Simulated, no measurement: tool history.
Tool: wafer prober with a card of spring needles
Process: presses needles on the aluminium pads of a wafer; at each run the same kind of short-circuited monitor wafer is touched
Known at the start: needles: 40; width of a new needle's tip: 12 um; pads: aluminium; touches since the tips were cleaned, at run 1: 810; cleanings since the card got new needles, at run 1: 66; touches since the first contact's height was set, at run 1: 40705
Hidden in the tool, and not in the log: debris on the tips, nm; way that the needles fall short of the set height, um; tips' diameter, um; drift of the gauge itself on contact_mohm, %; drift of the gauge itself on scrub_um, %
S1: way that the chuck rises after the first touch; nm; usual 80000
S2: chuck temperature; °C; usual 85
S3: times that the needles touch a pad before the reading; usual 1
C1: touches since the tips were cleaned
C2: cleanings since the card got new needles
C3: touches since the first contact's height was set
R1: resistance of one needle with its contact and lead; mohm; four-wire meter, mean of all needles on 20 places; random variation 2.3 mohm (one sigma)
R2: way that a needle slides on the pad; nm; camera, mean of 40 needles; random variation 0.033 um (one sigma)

run	hour	S1	S2	S3	C1	C2	C3	R1	R2
1	0	80000	85	1	810	66	40705	283	17830
# hour 5.3: tips cleaned on abrasive film
# hour 12: tips cleaned on abrasive film
# hour 18.6: tips cleaned on abrasive film
# hour 24: tips cleaned on abrasive film
# hour 30.6: tips cleaned on abrasive film
# hour 37.3: tips cleaned on abrasive film
# hour 43.9: tips cleaned on abrasive film
2	47.5	80000	85	2	2333	73	71049	285	17660
# hour 50.2: tips cleaned on abrasive film
# hour 55.6: tips cleaned on abrasive film
# hour 62.2: tips cleaned on abrasive film
# hour 68.9: tips cleaned on abrasive film
# hour 75.5: tips cleaned on abrasive film
# hour 82.2: tips cleaned on abrasive film
# hour 88.8: tips cleaned on abrasive film
# hour 94.2: tips cleaned on abrasive film
# hour 100.8: tips cleaned on abrasive film
# hour 106.2: tips cleaned on abrasive film
# hour 111.7: height of the first contact set anew
# hour 113.1: tips cleaned on abrasive film
# hour 119.8: tips cleaned on abrasive film
# hour 126.1: tips cleaned on abrasive film
3	126.1	80000	85	2	0	86	9164	263	16880
# hour 132.8: tips cleaned on abrasive film
# hour 139.4: tips cleaned on abrasive film
# hour 144.8: tips cleaned on abrasive film
# hour 151.4: tips cleaned on abrasive film
# hour 158.1: tips cleaned on abrasive film
# hour 164.7: tips cleaned on abrasive film
# hour 171.4: tips cleaned on abrasive film
# hour 176.7: tips cleaned on abrasive film
# hour 183.4: tips cleaned on abrasive film
# hour 190: tips cleaned on abrasive film
# hour 195.4: tips cleaned on abrasive film
4	199.4	80000	85	2	2631	97	55934	297	16610
# hour 200.8: tips cleaned on abrasive film
# hour 206.2: tips cleaned on abrasive film
# hour 211.5: tips cleaned on abrasive film
# hour 218.2: tips cleaned on abrasive film
# hour 224.8: tips cleaned on abrasive film
# hour 231.5: tips cleaned on abrasive film
# hour 236.8: tips cleaned on abrasive film
# hour 242.1: tips cleaned on abrasive film
# hour 248.8: tips cleaned on abrasive film
# hour 255.4: tips cleaned on abrasive film
# hour 260.8: tips cleaned on abrasive film
# hour 266.1: tips cleaned on abrasive film
5	269.5	80000	85	2	2196	109	100572	289	16310
# hour 272.2: tips cleaned on abrasive film
# hour 277.6: tips cleaned on abrasive film
# hour 282.9: tips cleaned on abrasive film
# hour 287.1: height of the first contact set anew
# hour 289.9: tips cleaned on abrasive film
# hour 296.5: tips cleaned on abrasive film
# hour 303.2: tips cleaned on abrasive film
# hour 309.8: tips cleaned on abrasive film
# hour 315.2: tips cleaned on abrasive film
# hour 321.8: tips cleaned on abrasive film
# hour 327.1: tips cleaned on abrasive film
# hour 333.8: tips cleaned on abrasive film
# hour 340.4: tips cleaned on abrasive film
# hour 347.1: tips cleaned on abrasive film
6	349.7	80000	85	1	1665	122	39862	298	17860
# hour 353.7: tips cleaned on abrasive film
# hour 360.3: tips cleaned on abrasive film
# hour 367: tips cleaned on abrasive film
# hour 373.6: tips cleaned on abrasive film
# hour 380.3: tips cleaned on abrasive film
# hour 385.6: tips cleaned on abrasive film
# hour 392.3: tips cleaned on abrasive film
# hour 397.6: tips cleaned on abrasive film
# hour 404.3: tips cleaned on abrasive film
# hour 410.9: tips cleaned on abrasive film
# hour 417.6: tips cleaned on abrasive film
# hour 424.2: tips cleaned on abrasive film
# hour 429.6: tips cleaned on abrasive film
# hour 436.2: tips cleaned on abrasive film
7	440.9	80000	85	1	3063	136	98099	322	17520
# hour 442.3: tips cleaned on abrasive film
# hour 449: tips cleaned on abrasive film
# hour 455.6: tips cleaned on abrasive film
# hour 461: tips cleaned on abrasive film
# hour 462.6: height of the first contact set anew
# hour 467.9: tips cleaned on abrasive film
# hour 473.3: tips cleaned on abrasive film
# hour 479.9: tips cleaned on abrasive film
# hour 486.6: tips cleaned on abrasive film
# hour 493.2: tips cleaned on abrasive film
# hour 498.6: tips cleaned on abrasive film
# hour 505.2: tips cleaned on abrasive film
8	505.6	80000	85	2	261	147	27424	274	17990
# hour 511: tips cleaned on abrasive film
# hour 513.9: height of the first contact set anew, once more
# hour 516.6: tips cleaned on abrasive film
# hour 523.2: tips cleaned on abrasive film
# hour 528.6: tips cleaned on abrasive film
# hour 535.2: tips cleaned on abrasive film
# hour 540.6: tips cleaned on abrasive film
# hour 547.2: tips cleaned on abrasive film
9	547.7	80000	85	2	320	154	21541	270	17980
# hour 553.1: tips cleaned on abrasive film
# hour 559.7: tips cleaned on abrasive film
# hour 566.4: tips cleaned on abrasive film
# hour 571.7: tips cleaned on abrasive film
# hour 578.3: tips cleaned on abrasive film
# hour 583.7: tips cleaned on abrasive film
# hour 590.3: tips cleaned on abrasive film
# hour 597: tips cleaned on abrasive film
# hour 603.6: tips cleaned on abrasive film
10	606.4	80000	85	2	1787	163	58978	291	17800
# hour 609.1: tips cleaned on abrasive film
# hour 614.4: tips cleaned on abrasive film
# hour 621.1: tips cleaned on abrasive film
# hour 627.7: tips cleaned on abrasive film
# hour 634.4: tips cleaned on abrasive film
# hour 641: tips cleaned on abrasive film
# hour 647.7: tips cleaned on abrasive film
# hour 653: tips cleaned on abrasive film
# hour 658.4: tips cleaned on abrasive film
# hour 665: tips cleaned on abrasive film
# hour 670.4: tips cleaned on abrasive film
# hour 677: tips cleaned on abrasive film
# hour 682.4: tips cleaned on abrasive film
11	684.2	93000	87	2	1202	176	108558	279	20310
# hour 688.2: tips cleaned on abrasive film
# hour 689.9: height of the first contact set anew
# hour 693.9: tips cleaned on abrasive film
# hour 700.5: tips cleaned on abrasive film
# hour 707.2: tips cleaned on abrasive film
# hour 713.8: tips cleaned on abrasive film
# hour 720.5: tips cleaned on abrasive film
# hour 727.1: tips cleaned on abrasive film
12	730.4	63000	91	1	2092	183	25859	358	14080
# hour 733.1: tips cleaned on abrasive film
# hour 739.7: tips cleaned on abrasive film
# hour 746.4: tips cleaned on abrasive film
# hour 753: tips cleaned on abrasive film
# hour 758.4: tips cleaned on abrasive film
# hour 765: tips cleaned on abrasive film
# hour 771.7: tips cleaned on abrasive film
# hour 777: tips cleaned on abrasive film
# hour 782.6: tips cleaned on abrasive film
13	782.6	63000	91	1	0	192	59100	281	13800
# hour 787.9: tips cleaned on abrasive film
# hour 794.5: tips cleaned on abrasive film
# hour 801.2: tips cleaned on abrasive film
# hour 807.8: tips cleaned on abrasive film
# hour 814.5: tips cleaned on abrasive film
# hour 821.1: tips cleaned on abrasive film
# hour 826.5: tips cleaned on abrasive film
# hour 833.1: tips cleaned on abrasive film
# hour 839.8: tips cleaned on abrasive film
# hour 845.1: tips cleaned on abrasive film
# hour 851.8: tips cleaned on abrasive film
# hour 857.1: tips cleaned on abrasive film
# hour 863.8: tips cleaned on abrasive film
# hour 865.4: height of the first contact set anew
# hour 869.4: tips cleaned on abrasive film
14	872.4	83000	123	2	1925	206	4472	308	18790
# hour 875.1: tips cleaned on abrasive film
# hour 880.4: tips cleaned on abrasive film
# hour 887.1: tips cleaned on abrasive film
# hour 892.4: tips cleaned on abrasive film
# hour 899.1: tips cleaned on abrasive film
# hour 905.7: tips cleaned on abrasive film
# hour 912.4: tips cleaned on abrasive film
# hour 919: tips cleaned on abrasive film
# hour 924.4: tips cleaned on abrasive film
# hour 931: tips cleaned on abrasive film
# hour 937.7: tips cleaned on abrasive film
# hour 943: tips cleaned on abrasive film
# hour 949.7: tips cleaned on abrasive film
15	949.8	83000	123	2	85	219	53790	284	18450
# hour 955.1: tips cleaned on abrasive film
# hour 961.8: tips cleaned on abrasive film
# hour 968.4: tips cleaned on abrasive film
# hour 975.1: tips cleaned on abrasive film
# hour 981.7: tips cleaned on abrasive film
# hour 988.4: tips cleaned on abrasive film
# hour 993.7: tips cleaned on abrasive film
# hour 1000.4: tips cleaned on abrasive film
16	1002.9	86000	85	2	1612	227	87656	291	18920
# hour 1006.9: tips cleaned on abrasive film
# hour 1013.5: tips cleaned on abrasive film
# hour 1018.9: tips cleaned on abrasive film
# hour 1025.5: tips cleaned on abrasive film
# hour 1032.2: tips cleaned on abrasive film
# hour 1038.8: tips cleaned on abrasive film
# hour 1040.4: height of the first contact set anew
# hour 1045.8: tips cleaned on abrasive film
# hour 1052.4: tips cleaned on abrasive film
# hour 1059.1: tips cleaned on abrasive film
# hour 1064.4: tips cleaned on abrasive film
# hour 1069.8: tips cleaned on abrasive film
# hour 1076.4: tips cleaned on abrasive film
# hour 1081.7: tips cleaned on abrasive film
# hour 1088.4: tips cleaned on abrasive film
17	1091.3	65000	85	2	1890	241	32448	317	14490

Measured less the same run without the tool's hidden state. The same run-to-run variation is in both; the gauge's scatter may not be:
run	R1	R2
1	+23	-250
2	+26	-450
3	+8	-1270
4	+37	-1560
5	+32	-1870
6	+39	-250
7	+64	-610
8	+12	-190
9	+13	-160
10	+34	-410
11	+21	-760
12	+94	-170
13	+18	-430
14	+36	-30
15	+13	-350
16	+32	-570
17	+57	-210
